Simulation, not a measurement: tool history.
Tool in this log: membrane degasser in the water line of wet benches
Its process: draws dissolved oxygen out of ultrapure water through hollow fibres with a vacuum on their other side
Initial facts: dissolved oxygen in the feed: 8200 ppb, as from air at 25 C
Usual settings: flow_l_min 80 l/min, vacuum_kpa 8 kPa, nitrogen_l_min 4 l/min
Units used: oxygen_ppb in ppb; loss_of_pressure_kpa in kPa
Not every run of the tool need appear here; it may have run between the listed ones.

{"run": 1, "hour": 0.0, "flow_l_min": 80, "vacuum_kpa": 8, "nitrogen_l_min": 4, "oxygen_ppb": 266, "loss_of_pressure_kpa": 57.92}
{"run": 2, "hour": 107.8, "flow_l_min": 80, "vacuum_kpa": 8, "nitrogen_l_min": 4, "oxygen_ppb": 267.3, "loss_of_pressure_kpa": 58.4}
{"run": 3, "hour": 333.5, "flow_l_min": 80, "vacuum_kpa": 8, "nitrogen_l_min": 4, "oxygen_ppb": 269.2, "loss_of_pressure_kpa": 58.25}
{"run": 4, "hour": 578.9, "flow_l_min": 80, "vacuum_kpa": 8, "nitrogen_l_min": 4, "oxygen_ppb": 271.3, "loss_of_pressure_kpa": 58.72}
{"run": 5, "hour": 728.5, "flow_l_min": 80, "vacuum_kpa": 8, "nitrogen_l_min": 4, "oxygen_ppb": 274, "loss_of_pressure_kpa": 58.71}
{"run": 6, "hour": 973.1, "flow_l_min": 80, "vacuum_kpa": 8, "nitrogen_l_min": 4, "oxygen_ppb": 271.2, "loss_of_pressure_kpa": 58.67}
{"run": 7, "hour": 1075.3, "flow_l_min": 80, "vacuum_kpa": 8, "nitrogen_l_min": 4.73, "oxygen_ppb": 242.6, "loss_of_pressure_kpa": 58.86}
{"run": 8, "hour": 1320.5, "flow_l_min": 48, "vacuum_kpa": 8, "nitrogen_l_min": 4, "oxygen_ppb": 150.3, "loss_of_pressure_kpa": 35.37}
{"run": 9, "hour": 1441.6, "flow_l_min": 48, "vacuum_kpa": 8, "nitrogen_l_min": 4, "oxygen_ppb": 150.4, "loss_of_pressure_kpa": 35.51}
{"run": 10, "hour": 1559.6, "flow_l_min": 117, "vacuum_kpa": 8, "nitrogen_l_min": 4, "oxygen_ppb": 454.7, "loss_of_pressure_kpa": 86.16}
{"run": 11, "hour": 1793.2, "flow_l_min": 117, "vacuum_kpa": 8, "nitrogen_l_min": 4, "oxygen_ppb": 449.8, "loss_of_pressure_kpa": 86.29}
{"run": 12, "hour": 2038.5, "flow_l_min": 117, "vacuum_kpa": 8, "nitrogen_l_min": 4, "oxygen_ppb": 459.8, "loss_of_pressure_kpa": 86.11}
{"run": 13, "hour": 2160.7, "flow_l_min": 117, "vacuum_kpa": 8, "nitrogen_l_min": 4, "oxygen_ppb": 458.4, "loss_of_pressure_kpa": 86.64}
{"hour": 2171.5, "done": "vacuum gauge calibrated"}
{"run": 14, "hour": 2329.0, "flow_l_min": 117, "vacuum_kpa": 8, "nitrogen_l_min": 4, "oxygen_ppb": 457.3, "loss_of_pressure_kpa": 86.57}
{"run": 15, "hour": 2453.5, "flow_l_min": 58, "vacuum_kpa": 17.86, "nitrogen_l_min": 2.12, "oxygen_ppb": 827.1, "loss_of_pressure_kpa": 43.23}
{"run": 16, "hour": 2687.5, "flow_l_min": 56, "vacuum_kpa": 7.95, "nitrogen_l_min": 2.19, "oxygen_ppb": 294.7, "loss_of_pressure_kpa": 41.76}
{"run": 17, "hour": 2847.8, "flow_l_min": 56, "vacuum_kpa": 7.95, "nitrogen_l_min": 2.19, "oxygen_ppb": 296.8, "loss_of_pressure_kpa": 41.69}
{"hour": 2902.1, "done": "vacuum gauge calibrated, once more"}
{"run": 18, "hour": 3057.3, "flow_l_min": 56, "vacuum_kpa": 7.95, "nitrogen_l_min": 2.19, "oxygen_ppb": 277.9, "loss_of_pressure_kpa": 41.81}
{"run": 19, "hour": 3259.6, "flow_l_min": 79, "vacuum_kpa": 8, "nitrogen_l_min": 2.32, "oxygen_ppb": 383.9, "loss_of_pressure_kpa": 58.5}
{"hour": 3483.0, "done": "seals of the vacuum lines changed"}
{"run": 20, "hour": 3502.0, "flow_l_min": 79, "vacuum_kpa": 8, "nitrogen_l_min": 2.32, "oxygen_ppb": 380.5, "loss_of_pressure_kpa": 59.05}
{"run": 21, "hour": 3606.1, "flow_l_min": 82, "vacuum_kpa": 11.2, "nitrogen_l_min": 4.67, "oxygen_ppb": 370.6, "loss_of_pressure_kpa": 61.32}
{"run": 22, "hour": 3813.0, "flow_l_min": 62, "vacuum_kpa": 11.23, "nitrogen_l_min": 4, "oxygen_ppb": 305.1, "loss_of_pressure_kpa": 46.47}
{"run": 23, "hour": 4019.6, "flow_l_min": 80, "vacuum_kpa": 19.31, "nitrogen_l_min": 2.06, "oxygen_ppb": 1168.9, "loss_of_pressure_kpa": 59.67}
{"run": 24, "hour": 4270.7, "flow_l_min": 59, "vacuum_kpa": 13.41, "nitrogen_l_min": 4, "oxygen_ppb": 351.4, "loss_of_pressure_kpa": 44.1}
{"run": 25, "hour": 4480.0, "flow_l_min": 78, "vacuum_kpa": 15.91, "nitrogen_l_min": 4, "oxygen_ppb": 581.4, "loss_of_pressure_kpa": 58.83}
{"run": 26, "hour": 4685.6, "flow_l_min": 120, "vacuum_kpa": 13.06, "nitrogen_l_min": 3.37, "oxygen_ppb": 827.6, "loss_of_pressure_kpa": 90}
{"run": 27, "hour": 4794.8, "flow_l_min": 120, "vacuum_kpa": 17.03, "nitrogen_l_min": 9.36, "oxygen_ppb": 566.6, "loss_of_pressure_kpa": 90.16}
{"run": 28, "hour": 4992.0, "flow_l_min": 120, "vacuum_kpa": 17.03, "nitrogen_l_min": 9.36, "oxygen_ppb": 551.7, "loss_of_pressure_kpa": 90.16}

Branching from run 28: 3 alternative next runs. What would each branch give?
{"run": "A", "hour": 5196.3, "flow_l_min": 59, "vacuum_kpa": 8, "nitrogen_l_min": 2.53, "oxygen_ppb": "?", "loss_of_pressure_kpa": "?"}
{"run": "B", "hour": 5196.3, "flow_l_min": 120, "vacuum_kpa": 13.32, "nitrogen_l_min": 9.36, "oxygen_ppb": "?", "loss_of_pressure_kpa": "?"}
{"run": "C", "hour": 5196.3, "flow_l_min": 60, "vacuum_kpa": 17.93, "nitrogen_l_min": 7.24, "oxygen_ppb": "?", "loss_of_pressure_kpa": "?"}

run=A oxygen_ppb=270.8 loss_of_pressure_kpa=44.73
run=B oxygen_ppb=462.7 loss_of_pressure_kpa=90.23
run=C oxygen_ppb=307.5 loss_of_pressure_kpa=45.26
Had the tool no hidden state, the same runs would have come out as:
run=A oxygen_ppb=254 loss_of_pressure_kpa=40.65
run=B oxygen_ppb=405.4 loss_of_pressure_kpa=81.98
run=C oxygen_ppb=293.8 loss_of_pressure_kpa=41.13
